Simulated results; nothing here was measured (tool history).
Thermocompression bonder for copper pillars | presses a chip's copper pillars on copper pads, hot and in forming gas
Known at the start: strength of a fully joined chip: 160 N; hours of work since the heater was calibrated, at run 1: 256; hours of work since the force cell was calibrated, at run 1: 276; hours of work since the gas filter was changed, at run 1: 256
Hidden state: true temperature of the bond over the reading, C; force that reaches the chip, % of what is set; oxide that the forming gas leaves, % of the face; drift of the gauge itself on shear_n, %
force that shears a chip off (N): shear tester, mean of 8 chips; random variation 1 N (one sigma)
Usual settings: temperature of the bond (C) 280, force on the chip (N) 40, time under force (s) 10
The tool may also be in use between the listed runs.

| run | hour | temperature of the bond (C) | force on the chip (N) | time under force (s) | hours of work since the heater was calibrated | hours of work since the force cell was calibrated | hours of work since the gas filter was changed | force that shears a chip off (N) |
|---|---|---|---|---|---|---|---|---|
| 1 | 0.0 | 280 | 40 | 10 | 256 | 276 | 256 | 83.8 |
| 2 | 11.0 | 293 | 40 | 10 | 263 | 283 | 263 | 93.2 |
| 3 | 31.0 | 293 | 40 | 10 | 276 | 296 | 276 | 94.8 |
| 4 | 44.5 | 293 | 40 | 10 | 285 | 305 | 285 | 93.3 |
| 5 | 65.2 | 293 | 40 | 10 | 299 | 319 | 299 | 91.6 |
| 6 | 90.5 | 280 | 40 | 10 | 315 | 335 | 315 | 80.8 |
| 7 | 109.1 | 280 | 40 | 10 | 327 | 347 | 327 | 82.6 |
| 8 | 123.6 | 301 | 40 | 10 | 337 | 357 | 337 | 97.9 |
| 9 | 142.8 | 259 | 40 | 10 | 349 | 369 | 349 | 61.3 |
| 10 | 155.6 | 280 | 34 | 10 | 358 | 378 | 358 | 76.2 |
| 11 | 167.2 | 280 | 44 | 10 | 365 | 385 | 365 | 83.3 |
| 12 | 184.7 | 280 | 40 | 10 | 377 | 397 | 377 | 80.2 |
|  | 190.0 | forming gas filter changed |
| 13 | 203.4 | 280 | 38 | 10 | 388 | 408 | 9 | 88.1 |
| 14 | 224.5 | 280 | 40 | 10 | 402 | 422 | 23 | 88.5 |
| 15 | 248.8 | 280 | 40 | 10 | 418 | 438 | 38 | 88.7 |
| 16 | 274.1 | 280 | 40 | 10 | 435 | 455 | 55 | 88.9 |
| 17 | 287.6 | 280 | 40 | 10 | 443 | 463 | 64 | 87.2 |
| 18 | 304.3 | 280 | 40 | 10 | 454 | 474 | 75 | 89.2 |
| 19 | 315.6 | 280 | 30 | 10 | 462 | 482 | 82 | 78.1 |
| 20 | 334.3 | 280 | 30 | 10 | 474 | 494 | 94 | 77.8 |
| 21 | 357.7 | 295 | 40 | 25 | 489 | 509 | 109 | 123.0 |
| 22 | 381.9 | 295 | 40 | 25 | 505 | 525 | 125 | 121.3 |
| 23 | 400.9 | 280 | 34 | 6 | 517 | 537 | 138 | 66.5 |
| 24 | 413.5 | 280 | 33 | 21 | 526 | 545 | 146 | 99.8 |
| 25 | 438.4 | 280 | 25 | 5 | 542 | 562 | 162 | 52.0 |
| 26 | 452.5 | 280 | 25 | 5 | 551 | 571 | 171 | 52.5 |
| 27 | 473.6 | 280 | 25 | 5 | 565 | 585 | 185 | 52.5 |
| 28 | 487.1 | 280 | 25 | 5 | 574 | 593 | 194 | 52.5 |
| 29 | 502.3 | 270 | 25 | 11 | 583 | 603 | 204 | 62.1 |
| 30 | 516.2 | 283 | 25 | 16 | 593 | 612 | 213 | 81.5 |
| 31 | 529.0 | 287 | 40 | 9 | 601 | 621 | 221 | 87.9 |
| 32 | 545.9 | 284 | 34 | 30 | 612 | 632 | 232 | 106.7 |
| 33 | 567.4 | 284 | 34 | 30 | 626 | 646 | 246 | 108.1 |
| 34 | 583.0 | 261 | 31 | 15 | 636 | 656 | 256 | 66.6 |
| 35 | 604.4 | 261 | 31 | 15 | 650 | 670 | 270 | 67.2 |
|  | 617.5 | heater calibrated with a thermocouple chip |
| 36 | 621.9 | 254 | 43 | 20 | 3 | 680 | 280 | 84.0 |
| 37 | 640.3 | 296 | 48 | 17 | 15 | 692 | 292 | 114.9 |
| 38 | 661.8 | 280 | 40 | 14 | 29 | 706 | 306 | 89.4 |
| 39 | 682.4 | 280 | 56 | 10 | 42 | 720 | 320 | 94.7 |

The same runs without the tool's hidden state, with the same run-to-run variation:
| run | force that shears a chip off (N) |
|---|---|
| 1 | 91.7 |
| 2 | 102.2 |
| 3 | 104.3 |
| 4 | 103.1 |
| 5 | 101.7 |
| 6 | 90.5 |
| 7 | 92.9 |
| 8 | 110.2 |
| 9 | 70.0 |
| 10 | 86.7 |
| 11 | 95.1 |
| 12 | 91.9 |
| 13 | 89.9 |
| 14 | 90.7 |
| 15 | 91.5 |
| 16 | 92.2 |
| 17 | 90.8 |
| 18 | 93.3 |
| 19 | 82.0 |
| 20 | 82.0 |
| 21 | 129.1 |
| 22 | 128.0 |
| 23 | 71.4 |
| 24 | 106.8 |
| 25 | 56.5 |
| 26 | 57.2 |
| 27 | 57.6 |
| 28 | 57.7 |
| 29 | 68.5 |
| 30 | 89.8 |
| 31 | 96.8 |
| 32 | 117.4 |
| 33 | 119.6 |
| 34 | 75.2 |
| 35 | 76.2 |
| 36 | 91.8 |
| 37 | 126.2 |
| 38 | 98.7 |
| 39 | 104.9 |
